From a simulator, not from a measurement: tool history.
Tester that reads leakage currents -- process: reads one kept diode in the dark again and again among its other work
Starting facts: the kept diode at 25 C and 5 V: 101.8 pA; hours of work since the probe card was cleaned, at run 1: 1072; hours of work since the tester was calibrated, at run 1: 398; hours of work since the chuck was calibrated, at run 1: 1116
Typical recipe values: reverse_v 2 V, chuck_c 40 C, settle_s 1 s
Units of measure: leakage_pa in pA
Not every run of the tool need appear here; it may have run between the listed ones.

| run | day | reverse_v | chuck_c | settle_s | hours of work since the probe card was cleaned | hours of work since the tester was calibrated | hours of work since the chuck was calibrated | leakage_pa |
|---|---|---|---|---|---|---|---|---|
| 1 | 0 | 2 | 40 | 1 | 1072 | 398 | 1116 | 228.56 |
| 2 | 1.704 | 2 | 40 | 1 | 1102 | 428 | 1146 | 228.46 |
| 3 | 4.325 | 2 | 40 | 1 | 1149 | 475 | 1193 | 227.25 |
| 4 | 6.808 | 2 | 40 | 1 | 1194 | 520 | 1237 | 227.32 |
| 5 | 9.104 | 2 | 40 | 1 | 1235 | 561 | 1278 | 227.27 |
| 6 | 10.333 | 2 | 40 | 1 | 1257 | 583 | 1300 | 227.01 |
| 7 | 12.371 | 2 | 40 | 1 | 1293 | 619 | 1337 | 227.36 |
| 8 | 14.267 | 2 | 58 | 1 | 1327 | 653 | 1371 | 882.89 |
| 9 | 16.946 | 2 | 58 | 1 | 1375 | 701 | 1419 | 882.99 |
| 10 | 19.725 | 2 | 40 | 1 | 1424 | 751 | 1468 | 226.72 |
| 11 | 22.479 | 2 | 40 | 1 | 1474 | 800 | 1517 | 226.53 |
| 12 | 24.075 | 2 | 40 | 1 | 1502 | 828 | 1546 | 227.01 |
| 13 | 26.508 | 2 | 40 | 1 | 1546 | 872 | 1590 | 226.16 |
| 14 | 28.662 | 2 | 20 | 1 | 1584 | 910 | 1628 | 42.9 |
| 15 | 30.629 | 2 | 20 | 1 | 1619 | 945 | 1663 | 43.03 |
| 16 | 33.462 | 2 | 40 | 0.64 | 1670 | 996 | 1714 | 226.66 |
| 17 | 36.358 | 2 | 40 | 0.64 | 1722 | 1048 | 1766 | 226.26 |
| 18 | 37.758 | 2 | 40 | 0.64 | 1747 | 1073 | 1791 | 226.27 |
| 19 | 39.712 | 2 | 40 | 0.64 | 1782 | 1108 | 1826 | 226.41 |
| 20 | 41.375 | 2 | 40 | 0.64 | 1811 | 1138 | 1855 | 226.23 |
| 21 | 42.921 | 1.32 | 40 | 0.64 | 1839 | 1165 | 1883 | 185.58 |
| 22 | 45.238 | 13.76 | 46 | 6.01 | 1881 | 1207 | 1924 | 898.23 |
| 23 | 46.6 | 1.85 | 46 | 3.58 | 1905 | 1231 | 1949 | 345.75 |
|  | 46.825 | tester calibrated |
| 24 | 49.15 | 2 | 46 | 2.17 | 1949 | 42 | 1993 | 359.95 |
| 25 | 50.958 | 2 | 46 | 2.17 | 1981 | 74 | 2025 | 359.64 |
| 26 | 52.779 | 2.38 | 40 | 0.8 | 2014 | 106 | 2058 | 244.49 |
|  | 54.267 | chuck's temperature calibrated |
| 27 | 54.458 | 2 | 43 | 0.63 | 2042 | 135 | 3 | 300.5 |
|  | 55.575 | tester calibrated, once more |
| 28 | 56.117 | 2.17 | 31 | 0.86 | 2071 | 10 | 32 | 118.49 |
|  | 57.033 | probe card cleaned and baked |
| 29 | 57.521 | 1.59 | 30 | 0.36 | 9 | 33 | 54 | 92.91 |
| 30 | 60.225 | 1.59 | 30 | 0.36 | 57 | 81 | 103 | 92.76 |
| 31 | 61.942 | 1.59 | 30 | 0.36 | 88 | 112 | 133 | 92.87 |
| 32 | 64.871 | 1.19 | 28 | 1 | 140 | 164 | 186 | 67.5 |
| 33 | 66.45 | 2 | 40 | 3.55 | 168 | 192 | 214 | 231.7 |
| 34 | 68.908 | 2 | 40 | 3.55 | 212 | 236 | 258 | 231.8 |
| 35 | 70.5 | 1.16 | 40 | 6.68 | 241 | 265 | 286 | 178.84 |
| 36 | 72.829 | 1.16 | 57 | 6.68 | 282 | 306 | 328 | 650.36 |
| 37 | 74.388 | 18.35 | 58 | 1 | 310 | 334 | 356 | 2552.2 |
| 38 | 75.979 | 18.35 | 58 | 1 | 339 | 363 | 384 | 2547.56 |

Hidden state at the last listed run before each entry between runs and at the first one after, where it differs:
In the gap between runs 23 and 24: tester calibrated (day 46.825)
  stray current of the dirty probe card, pA a volt: 1.178 -> 1.205; current scale over the true one, %: 0.57 -> 0.9; true chuck temperature over the reading, C: -0.7 -> -0.72
  what was measured, less what the result would be without the hidden state, leakage_pa: -14.93 -> -14.55 pA
In the gap between runs 26 and 27: chuck's temperature calibrated (day 54.267)
  stray current of the dirty probe card, pA a volt: 1.245 -> 1.262; current scale over the true one, %: 0.91 -> 0.92; true chuck temperature over the reading, C: -0.74 -> -0.07
  what was measured, less what the result would be without the hidden state, leakage_pa: -9.35 -> +3.5 pA
In the gap between runs 27 and 28: tester calibrated, once more (day 55.575)
  stray current of the dirty probe card, pA a volt: 1.262 -> 1.279; current scale over the true one, %: 0.92 -> -0.05; true chuck temperature over the reading, C: -0.07 -> -0.08
  what was measured, less what the result would be without the hidden state, leakage_pa: +3.5 -> +1.86 pA
In the gap between runs 28 and 29: probe card cleaned and baked (day 57.033)
  stray current of the dirty probe card, pA a volt: 1.279 -> 0.027; true chuck temperature over the reading, C: -0.08 -> -0.09
  what was measured, less what the result would be without the hidden state, leakage_pa: +1.86 -> -0.73 pA
